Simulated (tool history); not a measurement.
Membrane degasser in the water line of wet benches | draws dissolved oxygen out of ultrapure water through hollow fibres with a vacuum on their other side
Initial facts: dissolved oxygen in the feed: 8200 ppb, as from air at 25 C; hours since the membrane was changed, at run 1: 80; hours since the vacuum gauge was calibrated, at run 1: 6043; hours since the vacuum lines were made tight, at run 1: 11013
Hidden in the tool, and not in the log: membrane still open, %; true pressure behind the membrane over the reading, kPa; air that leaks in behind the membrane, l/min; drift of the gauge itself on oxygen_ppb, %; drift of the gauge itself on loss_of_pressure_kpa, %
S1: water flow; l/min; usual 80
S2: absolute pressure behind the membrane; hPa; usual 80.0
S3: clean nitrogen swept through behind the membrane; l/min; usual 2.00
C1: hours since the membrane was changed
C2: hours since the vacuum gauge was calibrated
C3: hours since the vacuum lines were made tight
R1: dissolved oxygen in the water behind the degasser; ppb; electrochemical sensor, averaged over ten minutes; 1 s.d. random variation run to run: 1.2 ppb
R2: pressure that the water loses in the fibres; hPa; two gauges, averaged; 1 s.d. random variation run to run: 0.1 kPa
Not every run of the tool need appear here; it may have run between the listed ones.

run 1 day=0.000 | S1=80 S2=80.0 S3=2.00 | C1=80 C2=6043 C3=11013 | R1=372.9 R2=404.1
run 2 day=11.221 | S1=80 S2=80.0 S3=2.00 | C1=349 C2=6312 C3=11282 | R1=375.8 R2=402.2
-- day=23.792 seals of the vacuum lines changed
run 3 day=24.429 | S1=80 S2=80.0 S3=2.00 | C1=664 C2=6627 C3=15 | R1=374.4 R2=401.8
run 4 day=36.300 | S1=80 S2=80.0 S3=2.00 | C1=949 C2=6912 C3=300 | R1=375.2 R2=402.0
run 5 day=46.679 | S1=80 S2=80.0 S3=2.00 | C1=1198 C2=7161 C3=549 | R1=375.2 R2=402.5
run 6 day=56.358 | S1=80 S2=80.0 S3=2.00 | C1=1430 C2=7394 C3=782 | R1=375.2 R2=402.5
run 7 day=65.750 | S1=80 S2=80.0 S3=2.00 | C1=1656 C2=7619 C3=1007 | R1=373.7 R2=401.2
run 8 day=80.950 | S1=80 S2=80.0 S3=2.00 | C1=2020 C2=7984 C3=1372 | R1=374.6 R2=404.3
run 9 day=89.233 | S1=80 S2=80.0 S3=2.00 | C1=2219 C2=8183 C3=1571 | R1=375.0 R2=401.4
-- day=90.608 vacuum gauge calibrated
run 10 day=102.000 | S1=88 S2=80.0 S3=2.00 | C1=2525 C2=273 C3=1877 | R1=405.3 R2=442.8
run 11 day=115.196 | S1=127 S2=112.0 S3=2.00 | C1=2842 C2=590 C3=2193 | R1=864.0 R2=639.2
run 12 day=128.092 | S1=127 S2=112.0 S3=2.00 | C1=3151 C2=900 C3=2503 | R1=867.5 R2=636.5
run 13 day=141.275 | S1=127 S2=112.0 S3=2.00 | C1=3468 C2=1216 C3=2819 | R1=868.2 R2=639.7
run 14 day=151.121 | S1=50 S2=59.5 S3=2.00 | C1=3704 C2=1452 C3=3055 | R1=147.5 R2=252.6
run 15 day=158.196 | S1=80 S2=183.7 S3=2.00 | C1=3874 C2=1622 C3=3225 | R1=1095.8 R2=402.7
run 16 day=173.225 | S1=80 S2=197.3 S3=3.02 | C1=4235 C2=1983 C3=3586 | R1=865.7 R2=402.3
run 17 day=183.483 | S1=80 S2=80.0 S3=3.49 | C1=4481 C2=2229 C3=3832 | R1=239.9 R2=402.1
run 18 day=194.658 | S1=80 S2=80.0 S3=3.49 | C1=4749 C2=2497 C3=4100 | R1=240.1 R2=402.8
run 19 day=206.512 | S1=100 S2=182.0 S3=0.86 | C1=5033 C2=2782 C3=4385 | R1=2140.3 R2=503.2
run 20 day=219.462 | S1=65 S2=80.0 S3=0.89 | C1=5344 C2=3092 C3=4696 | R1=581.6 R2=326.8

Below are 4 alternative next runs, each starting from the tool's condition after run 20. Predict each:
run A day=232.333 | S1=56 S2=159.1 S3=0.89 | C1=5653 C2=3401 C3=5004 | R1=? R2=?
run B day=232.333 | S1=65 S2=107.8 S3=5.79 | C1=5653 C2=3401 C3=5004 | R1=? R2=?
run C day=232.333 | S1=80 S2=80.0 S3=3.09 | C1=5653 C2=3401 C3=5004 | R1=? R2=?
run D day=232.333 | S1=108 S2=90.1 S3=1.36 | C1=5653 C2=3401 C3=5004 | R1=? R2=?

run=A R1=1288.0 R2=282.3
run=B R1=199.0 R2=326.5
run=C R1=267.4 R2=401.9
run=D R1=746.1 R2=542.0
Without the tool's hidden state the same runs would have given:
run=A R1=1270.6 R2=282.2
run=B R1=196.3 R2=326.5
run=C R1=263.8 R2=401.8
run=D R1=735.9 R2=541.9

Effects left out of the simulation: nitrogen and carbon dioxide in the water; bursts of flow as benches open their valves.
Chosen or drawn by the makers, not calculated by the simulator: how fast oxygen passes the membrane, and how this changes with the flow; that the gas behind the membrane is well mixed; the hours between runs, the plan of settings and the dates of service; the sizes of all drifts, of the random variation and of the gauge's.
